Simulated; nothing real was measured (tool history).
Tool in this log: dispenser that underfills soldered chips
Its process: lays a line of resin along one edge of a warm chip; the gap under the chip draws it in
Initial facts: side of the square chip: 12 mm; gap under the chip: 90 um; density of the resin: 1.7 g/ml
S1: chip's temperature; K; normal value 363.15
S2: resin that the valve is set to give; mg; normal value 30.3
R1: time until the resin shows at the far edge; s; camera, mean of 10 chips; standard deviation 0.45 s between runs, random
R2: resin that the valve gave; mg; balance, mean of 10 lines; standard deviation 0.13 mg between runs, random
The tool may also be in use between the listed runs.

| run | hour | S1 | S2 | R1 | R2 |
|---|---|---|---|---|---|
| 1 | 0.0 | 363.15 | 30.3 | 68.1 | 27.48 |
|  | 1.8 | new syringe of resin |
| 2 | 6.3 | 363.15 | 30.3 | 45.4 | 27.43 |
|  | 15.0 | new syringe of resin |
| 3 | 17.7 | 363.15 | 26.9 | 44.6 | 24.12 |
|  | 20.1 | dispensing valve cleaned and set on the balance |
|  | 29.4 | new syringe of resin |
| 4 | 31.7 | 363.15 | 26.9 | 40.9 | 27.08 |
|  | 42.6 | new syringe of resin |
| 5 | 46.3 | 363.15 | 26.9 | 44.6 | 26.46 |
| 6 | 54.3 | 363.15 | 26.9 | 69.8 | 26.44 |
|  | 55.9 | new syringe of resin |
| 7 | 63.4 | 363.15 | 33.9 | 52.3 | 33.19 |
|  | 69.7 | new syringe of resin |
| 8 | 72.9 | 373.15 | 35.5 | 26.4 | 34.81 |
| 9 | 80.7 | 373.15 | 39.0 | 41.1 | 37.84 |
|  | 82.8 | new syringe of resin |
| 10 | 94.7 | 369.15 | 26.2 | 58.9 | 25.26 |
|  | 96.3 | new syringe of resin |
| 11 | 103.9 | 366.15 | 38.2 | 46.8 | 36.72 |
|  | 109.9 | new syringe of resin |
| 12 | 111.9 | 349.15 | 36.6 | 71.2 | 34.95 |
|  | 120.1 | stage's temperature calibrated |
| 13 | 123.0 | 349.15 | 36.6 | 125.7 | 34.92 |
|  | 124.3 | new syringe of resin |
| 14 | 129.9 | 351.15 | 30.3 | 81.3 | 28.77 |

Each row is a separate what-if for the run after 14, all from the same tool condition, not one after another. Results?
|  | 137.8 | new syringe of resin |
| A | 143.1 | 371.15 | 30.3 | ? | ? |
|  | 137.8 | new syringe of resin |
| B | 143.1 | 363.15 | 34.2 | ? | ? |
|  | 137.8 | new syringe of resin |
| C | 143.1 | 351.15 | 28.1 | ? | ? |
|  | 137.8 | new syringe of resin |
| D | 143.1 | 372.15 | 30.8 | ? | ? |
|  | 137.8 | new syringe of resin |
| E | 143.1 | 367.15 | 35.0 | ? | ? |

| run | R1 | R2 |
|---|---|---|
| A | 32.6 | 28.52 |
| B | 45.2 | 32.28 |
| C | 81.3 | 26.42 |
| D | 31.3 | 28.82 |
| E | 38.2 | 32.85 |
Without the tool's unlogged condition, the same runs would have read:
| run | R1 | R2 |
|---|---|---|
| A | 23.9 | 30.35 |
| B | 33.2 | 34.36 |
| C | 59.0 | 28.11 |
| D | 22.9 | 30.67 |
| E | 28.2 | 34.96 |
